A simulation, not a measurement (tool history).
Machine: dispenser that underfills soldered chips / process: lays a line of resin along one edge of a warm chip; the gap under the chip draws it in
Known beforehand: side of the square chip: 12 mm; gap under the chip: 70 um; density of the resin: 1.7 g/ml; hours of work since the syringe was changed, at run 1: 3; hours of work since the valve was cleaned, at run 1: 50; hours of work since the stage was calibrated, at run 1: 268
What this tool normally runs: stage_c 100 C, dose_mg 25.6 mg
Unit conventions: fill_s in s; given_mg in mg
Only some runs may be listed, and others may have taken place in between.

| run | hour | stage_c | dose_mg | hours of work since the syringe was changed | hours of work since the valve was cleaned | hours of work since the stage was calibrated | fill_s | given_mg |
|---|---|---|---|---|---|---|---|---|
| 1 | 0 | 100 | 25.6 | 3 | 50 | 268 | 98.1 | 24.89 |
|  | 6.9 | new syringe of resin |
| 2 | 7.3 | 100 | 25.6 | 0 | 54 | 273 | 82.1 | 24.88 |
| 3 | 15.5 | 100 | 25.6 | 5 | 59 | 278 | 111.1 | 24.79 |
|  | 19.2 | new syringe of resin |
| 4 | 26.8 | 100 | 25.6 | 5 | 66 | 285 | 104.1 | 24.74 |
|  | 31.3 | new syringe of resin |
| 5 | 36.9 | 100 | 25.6 | 3 | 72 | 290 | 97.3 | 24.59 |
| 6 | 43 | 100 | 28.6 | 7 | 76 | 294 | 122.7 | 27.44 |
|  | 44 | new syringe of resin |
| 7 | 48.3 | 100 | 28.6 | 3 | 79 | 297 | 93.3 | 27.54 |
|  | 56.3 | new syringe of resin |
| 8 | 59.4 | 89 | 25.6 | 2 | 86 | 304 | 123.5 | 24.53 |
| 9 | 65 | 114 | 25.6 | 5 | 89 | 307 | 74.5 | 24.43 |
|  | 69.1 | new syringe of resin |
| 10 | 73.2 | 114 | 25.6 | 2 | 94 | 312 | 62 | 24.34 |
| 11 | 78.9 | 114 | 25.6 | 6 | 97 | 316 | 77.6 | 24.24 |
|  | 81.2 | new syringe of resin |
| 12 | 84.8 | 114 | 25.6 | 2 | 101 | 319 | 59 | 24.36 |
|  | 93.6 | new syringe of resin |
| 13 | 95.9 | 114 | 25.6 | 1 | 107 | 326 | 59.6 | 24.2 |
|  | 102.6 | dispensing valve cleaned and set on the balance |
| 14 | 104.9 | 114 | 23 | 6 | 1 | 331 | 83.2 | 22.97 |
|  | 107.1 | new syringe of resin |
| 15 | 115.9 | 114 | 23 | 5 | 8 | 337 | 76.3 | 22.87 |
|  | 119.7 | new syringe of resin |
| 16 | 122.3 | 114 | 23 | 2 | 12 | 341 | 58.8 | 22.82 |
|  | 131.9 | new syringe of resin |
| 17 | 131.9 | 114 | 23 | 0 | 17 | 347 | 54.9 | 22.92 |
| 18 | 136.7 | 104 | 25.8 | 3 | 20 | 349 | 82.8 | 25.53 |
|  | 144.3 | new syringe of resin |
| 19 | 144.5 | 95 | 22.9 | 0 | 25 | 354 | 95.4 | 22.55 |
| 20 | 150.9 | 95 | 22.9 | 4 | 29 | 358 | 122.8 | 22.49 |
|  | 156.4 | new syringe of resin |
| 21 | 160.4 | 95 | 23.8 | 2 | 34 | 364 | 106.5 | 23.29 |
| 22 | 165.4 | 95 | 23.8 | 6 | 38 | 367 | 131.7 | 23.35 |
|  | 168.8 | new syringe of resin |
| 23 | 172.3 | 88 | 32.4 | 2 | 42 | 371 | 125.5 | 31.64 |
|  | 181 | new syringe of resin |
| 24 | 181 | 88 | 32.4 | 0 | 47 | 376 | 106.1 | 31.55 |
| 25 | 189.3 | 105 | 31.6 | 5 | 52 | 381 | 91.2 | 30.73 |
|  | 193.3 | new syringe of resin |
| 26 | 198.1 | 92 | 23.6 | 3 | 57 | 386 | 121.6 | 22.94 |
|  | 206 | new syringe of resin |
| 27 | 207.7 | 92 | 23.6 | 1 | 63 | 392 | 105.4 | 22.72 |
|  | 218.2 | new syringe of resin |
| 28 | 218.9 | 92 | 23.6 | 0 | 69 | 399 | 105.3 | 22.71 |
| 29 | 226.2 | 90 | 33.1 | 5 | 74 | 403 | 142.4 | 31.69 |
|  | 230.8 | new syringe of resin |
| 30 | 235.7 | 108 | 26.4 | 3 | 79 | 409 | 74.2 | 25.32 |
|  | 243.7 | new syringe of resin |
| 31 | 246.5 | 108 | 26.4 | 2 | 86 | 415 | 69.2 | 25.25 |
|  | 255.8 | new syringe of resin |
| 32 | 256 | 97 | 22.9 | 0 | 91 | 421 | 86.9 | 21.77 |
| 33 | 266.7 | 108 | 25.6 | 7 | 98 | 427 | 94.7 | 24.16 |
|  | 268.4 | new syringe of resin |
| 34 | 274 | 115 | 26.8 | 3 | 102 | 431 | 63.8 | 25.36 |

Hidden state at the last listed run before each entry between runs and at the first one after, where it differs:
Run 1 -> run 2: new syringe of resin (hour 6.9)
  resin's viscosity, % of fresh resin's: 122.8 -> 103.5; dose that the valve gives, % of what is set: 97.52 -> 97.31; true chip temperature over the reading, C: 0.96 -> 0.97
  what was measured, less what the result would be without the hidden state, fill_s: +16.3 -> +0.8 s; given_mg: -0.63 -> -0.69 mg
Run 3 -> run 4: new syringe of resin (hour 19.2)
  resin's viscosity, % of fresh resin's: 142.1 -> 133; dose that the valve gives, % of what is set: 97.05 -> 96.68; true chip temperature over the reading, C: 0.99 -> 1.01
  what was measured, less what the result would be without the hidden state, fill_s: +31.1 -> +24 s; given_mg: -0.75 -> -0.86 mg
Run 4 -> run 5: new syringe of resin (hour 31.3)
  resin's viscosity, % of fresh resin's: 133 -> 123; dose that the valve gives, % of what is set: 96.68 -> 96.36; true chip temperature over the reading, C: 1.01 -> 1.02
  what was measured, less what the result would be without the hidden state, fill_s: +24 -> +16.4 s; given_mg: -0.86 -> -0.93 mg
Run 6 -> run 7: new syringe of resin (hour 44)
  resin's viscosity, % of fresh resin's: 156.2 -> 119.5; dose that the valve gives, % of what is set: 96.17 -> 96.02; true chip temperature over the reading, C: 1.03 -> 1.04
  what was measured, less what the result would be without the hidden state, fill_s: +41.9 -> +13.2 s; given_mg: -1.09 -> -1.14 mg
Run 7 -> run 8: new syringe of resin (hour 56.3)
  resin's viscosity, % of fresh resin's: 119.5 -> 112.7; dose that the valve gives, % of what is set: 96.02 -> 95.68; true chip temperature over the reading, C: 1.04 -> 1.06
  what was measured, less what the result would be without the hidden state, fill_s: +13.2 -> +11.1 s; given_mg: -1.14 -> -1.11 mg
Run 9 -> run 10: new syringe of resin (hour 69.1)
  resin's viscosity, % of fresh resin's: 140.2 -> 116.5; dose that the valve gives, % of what is set: 95.51 -> 95.24; true chip temperature over the reading, C: 1.07 -> 1.09
  what was measured, less what the result would be without the hidden state, fill_s: +20.3 -> +7.6 s; given_mg: -1.15 -> -1.22 mg
Run 11 -> run 12: new syringe of resin (hour 81.2)
  resin's viscosity, % of fresh resin's: 145.2 -> 111.5; dose that the valve gives, % of what is set: 95.06 -> 94.87; true chip temperature over the reading, C: 1.1 -> 1.11
  what was measured, less what the result would be without the hidden state, fill_s: +23.2 -> +5 s; given_mg: -1.26 -> -1.31 mg
Run 12 -> run 13: new syringe of resin (hour 93.6)
  resin's viscosity, % of fresh resin's: 111.5 -> 112; dose that the valve gives, % of what is set: 94.87 -> 94.55; true chip temperature over the reading, C: 1.11 -> 1.13
  what was measured, less what the result would be without the hidden state, fill_s: +5 -> +5.3 s; given_mg: -1.31 -> -1.4 mg
Run 13 -> run 14: dispensing valve cleaned and set on the balance (hour 102.6)
  resin's viscosity, % of fresh resin's: 112 -> 153.2; dose that the valve gives, % of what is set: 94.55 -> 99.92; true chip temperature over the reading, C: 1.13 -> 1.15
  what was measured, less what the result would be without the hidden state, fill_s: +5.3 -> +27.2 s; given_mg: -1.4 -> -0.02 mg
Run 14 -> run 15: new syringe of resin (hour 107.1)
  resin's viscosity, % of fresh resin's: 153.2 -> 141.4; dose that the valve gives, % of what is set: 99.92 -> 99.6; true chip temperature over the reading, C: 1.15 -> 1.16
  what was measured, less what the result would be without the hidden state, fill_s: +27.2 -> +20.7 s; given_mg: -0.02 -> -0.09 mg
Run 15 -> run 16: new syringe of resin (hour 119.7)
  resin's viscosity, % of fresh resin's: 141.4 -> 109.8; dose that the valve gives, % of what is set: 99.6 -> 99.4; true chip temperature over the reading, C: 1.16 -> 1.18
  what was measured, less what the result would be without the hidden state, fill_s: +20.7 -> +3.6 s; given_mg: -0.09 -> -0.14 mg
Run 16 -> run 17: new syringe of resin (hour 131.9)
  resin's viscosity, % of fresh resin's: 109.8 -> 101.1; dose that the valve gives, % of what is set: 99.4 -> 99.09; true chip temperature over the reading, C: 1.18 -> 1.19
  what was measured, less what the result would be without the hidden state, fill_s: +3.6 -> -1 s; given_mg: -0.14 -> -0.21 mg
Run 18 -> run 19: new syringe of resin (hour 144.3)
  resin's viscosity, % of fresh resin's: 121.6 -> 103; dose that the valve gives, % of what is set: 98.94 -> 98.69; true chip temperature over the reading, C: 1.2 -> 1.22
  what was measured, less what the result would be without the hidden state, fill_s: +12.4 -> -0.3 s; given_mg: -0.28 -> -0.3 mg
Run 20 -> run 21: new syringe of resin (hour 156.4)
  resin's viscosity, % of fresh resin's: 132.1 -> 118.3; dose that the valve gives, % of what is set: 98.48 -> 98.16; true chip temperature over the reading, C: 1.23 -> 1.24
  what was measured, less what the result would be without the hidden state, fill_s: +26.8 -> +13.4 s; given_mg: -0.35 -> -0.44 mg
Run 22 -> run 23: new syringe of resin (hour 168.8)
  resin's viscosity, % of fresh resin's: 143.3 -> 113.2; dose that the valve gives, % of what is set: 98 -> 97.76; true chip temperature over the reading, C: 1.25 -> 1.26
  what was measured, less what the result would be without the hidden state, fill_s: +36.8 -> +10.3 s; given_mg: -0.48 -> -0.73 mg
Run 23 -> run 24: new syringe of resin (hour 181)
  resin's viscosity, % of fresh resin's: 113.2 -> 99; dose that the valve gives, % of what is set: 97.76 -> 97.48; true chip temperature over the reading, C: 1.26 -> 1.28
  what was measured, less what the result would be without the hidden state, fill_s: +10.3 -> -5.2 s; given_mg: -0.73 -> -0.82 mg
Run 25 -> run 26: new syringe of resin (hour 193.3)
  resin's viscosity, % of fresh resin's: 136.6 -> 119.6; dose that the valve gives, % of what is set: 97.21 -> 96.95; true chip temperature over the reading, C: 1.3 -> 1.31
  what was measured, less what the result would be without the hidden state, fill_s: +21.9 -> +16.6 s; given_mg: -0.89 -> -0.72 mg
Run 26 -> run 27: new syringe of resin (hour 206)
  resin's viscosity, % of fresh resin's: 119.6 -> 106.7; dose that the valve gives, % of what is set: 96.95 -> 96.67; true chip temperature over the reading, C: 1.31 -> 1.33
  what was measured, less what the result would be without the hidden state, fill_s: +16.6 -> +3.5 s; given_mg: -0.72 -> -0.79 mg
Run 27 -> run 28: new syringe of resin (hour 218.2)
  resin's viscosity, % of fresh resin's: 106.7 -> 104.4; dose that the valve gives, % of what is set: 96.67 -> 96.32; true chip temperature over the reading, C: 1.33 -> 1.35
  what was measured, less what the result would be without the hidden state, fill_s: +3.5 -> +1.2 s; given_mg: -0.79 -> -0.87 mg
Run 29 -> run 30: new syringe of resin (hour 230.8)
  resin's viscosity, % of fresh resin's: 138.2 -> 120.4; dose that the valve gives, % of what is set: 96.09 -> 95.78; true chip temperature over the reading, C: 1.36 -> 1.38
  what was measured, less what the result would be without the hidden state, fill_s: +35.2 -> +10.6 s; given_mg: -1.29 -> -1.11 mg
Run 30 -> run 31: new syringe of resin (hour 243.7)
  resin's viscosity, % of fresh resin's: 120.4 -> 111.8; dose that the valve gives, % of what is set: 95.78 -> 95.44; true chip temperature over the reading, C: 1.38 -> 1.4
  what was measured, less what the result would be without the hidden state, fill_s: +10.6 -> +5.3 s; given_mg: -1.11 -> -1.2 mg
Run 31 -> run 32: new syringe of resin (hour 255.8)
  resin's viscosity, % of fresh resin's: 111.8 -> 99.2; dose that the valve gives, % of what is set: 95.44 -> 95.12; true chip temperature over the reading, C: 1.4 -> 1.41
  what was measured, less what the result would be without the hidden state, fill_s: +5.3 -> -3.2 s; given_mg: -1.2 -> -1.11 mg
Run 33 -> run 34: new syringe of resin (hour 268.4)
  resin's viscosity, % of fresh resin's: 150 -> 125.5; dose that the valve gives, % of what is set: 94.75 -> 94.52; true chip temperature over the reading, C: 1.43 -> 1.45
  what was measured, less what the result would be without the hidden state, fill_s: +29.7 -> +11.4 s; given_mg: -1.34 -> -1.47 mg
